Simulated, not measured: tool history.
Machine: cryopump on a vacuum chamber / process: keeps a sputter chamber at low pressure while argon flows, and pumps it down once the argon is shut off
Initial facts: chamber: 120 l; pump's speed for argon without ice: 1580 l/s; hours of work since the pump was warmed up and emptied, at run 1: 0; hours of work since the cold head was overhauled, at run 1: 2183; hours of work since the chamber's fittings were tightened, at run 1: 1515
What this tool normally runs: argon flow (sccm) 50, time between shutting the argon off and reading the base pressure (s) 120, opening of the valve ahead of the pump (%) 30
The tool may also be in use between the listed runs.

| run | hour | argon flow (sccm) | time between shutting the argon off and reading the base pressure (s) | opening of the valve ahead of the pump (%) | hours of work since the pump was warmed up and emptied | hours of work since the cold head was overhauled | hours of work since the chamber's fittings were tightened | pressure while argon flows (Pa) | pressure after the wait (uPa) |
|---|---|---|---|---|---|---|---|---|---|
| 1 | 0.0 | 50 | 120 | 30 | 0 | 2183 | 1515 | 0.1781 | 1.03 |
| 2 | 56.5 | 50 | 120 | 30 | 47 | 2230 | 1562 | 0.1816 | 1.04 |
| 3 | 93.9 | 50 | 120 | 30 | 77 | 2261 | 1592 | 0.1790 | 1.02 |
| 4 | 141.2 | 50 | 120 | 30 | 116 | 2300 | 1631 | 0.1800 | 1.08 |
| 5 | 226.1 | 50 | 120 | 30 | 186 | 2370 | 1701 | 0.1817 | 1.11 |
| 6 | 306.8 | 50 | 120 | 30 | 253 | 2436 | 1768 | 0.1816 | 1.11 |
| 7 | 350.1 | 50 | 120 | 30 | 289 | 2472 | 1804 | 0.1810 | 1.12 |
| 8 | 423.9 | 50 | 120 | 32 | 349 | 2533 | 1864 | 0.1718 | 1.13 |
| 9 | 464.4 | 50 | 120 | 32 | 383 | 2566 | 1898 | 0.1720 | 1.16 |
|  | 491.9 | leaking fittings of the chamber tightened, without venting |
| 10 | 527.4 | 50 | 120 | 32 | 433 | 2616 | 29 | 0.1715 | 0.74 |
| 11 | 594.4 | 51 | 120 | 30 | 488 | 2672 | 85 | 0.1886 | 0.77 |
| 12 | 633.8 | 91 | 120 | 30 | 521 | 2704 | 117 | 0.3340 | 0.78 |
| 13 | 681.2 | 91 | 120 | 30 | 560 | 2743 | 156 | 0.3367 | 0.77 |
| 14 | 763.1 | 53 | 188 | 16 | 627 | 2811 | 224 | 0.3633 | 0.58 |
| 15 | 834.3 | 50 | 29 | 27 | 686 | 2869 | 282 | 0.2046 | 2.20 |
| 16 | 880.6 | 50 | 29 | 27 | 724 | 2908 | 320 | 0.2059 | 2.31 |
| 17 | 920.0 | 50 | 29 | 31 | 757 | 2940 | 353 | 0.1810 | 2.28 |
| 18 | 1006.9 | 50 | 29 | 31 | 828 | 3012 | 424 | 0.1812 | 2.32 |
| 19 | 1044.7 | 25 | 186 | 26 | 859 | 3043 | 456 | 0.1073 | 0.65 |
| 20 | 1115.0 | 50 | 27 | 30 | 917 | 3101 | 514 | 0.1890 | 2.50 |
| 21 | 1159.3 | 50 | 27 | 30 | 954 | 3137 | 550 | 0.1867 | 2.46 |
| 22 | 1236.4 | 50 | 27 | 30 | 1017 | 3201 | 614 | 0.1905 | 2.51 |
|  | 1254.1 | pump warmed up, emptied and cooled again |
| 23 | 1300.9 | 32 | 27 | 17 | 39 | 3250 | 663 | 0.2025 | 2.42 |

How the hidden state differs across the entries between the runs, from the last listed run before each to the first after it:
Between runs 9 and 10: leaking fittings of the chamber tightened, without venting (hour 491.9)
  pump's speed, % of a pump's without ice: 93.6 -> 92.8; cold plate's temperature, K: 12.54 -> 12.55; leak into the chamber, uPa l/s: 1017 -> 371
  measured result minus the result with no hidden state, pressure while argon flows (Pa): +0.0043 -> +0.0048; pressure after the wait (uPa): +0.50 -> +0.07
Between runs 22 and 23: pump warmed up, emptied and cooled again (hour 1254.1)
  pump's speed, % of a pump's without ice: 83.7 -> 99.3; cold plate's temperature, K: 12.64 -> 12.65; leak into the chamber, uPa l/s: 540 -> 555
  measured result minus the result with no hidden state, pressure while argon flows (Pa): +0.0113 -> +0.0007; pressure after the wait (uPa): +0.22 -> +0.17
